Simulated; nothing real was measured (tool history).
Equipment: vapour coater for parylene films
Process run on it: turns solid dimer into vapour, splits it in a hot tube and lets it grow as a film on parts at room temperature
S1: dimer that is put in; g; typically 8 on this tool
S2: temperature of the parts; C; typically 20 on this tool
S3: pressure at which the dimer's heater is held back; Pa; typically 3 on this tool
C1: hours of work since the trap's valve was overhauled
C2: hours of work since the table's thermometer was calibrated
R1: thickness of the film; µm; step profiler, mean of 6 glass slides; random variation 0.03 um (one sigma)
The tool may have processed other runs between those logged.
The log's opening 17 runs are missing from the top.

run   hour  S1  S2  S3   C1   C2    R1
 18  202.3  14  20   3   85  398  4.73
 19    216   8  20   3   97  410  2.67
 20  226.2   8  23   3  106  419  2.35
 21  234.3   8  20   3  113  426  2.66
 22  243.1  11  20   3  121  434  3.67
 23  256.5  11  20   3  132  445  3.68
 24  265.3   8  20   3  140  453  2.67
 25  279.5   8  20   3  152  465  2.59

For run 26, what comes out?
 26  286.6   8  18   3  159  472   ?

R1: 2.83 µm
The same run, on a tool lacking any hidden state, would have yielded R1 3.03 µm.
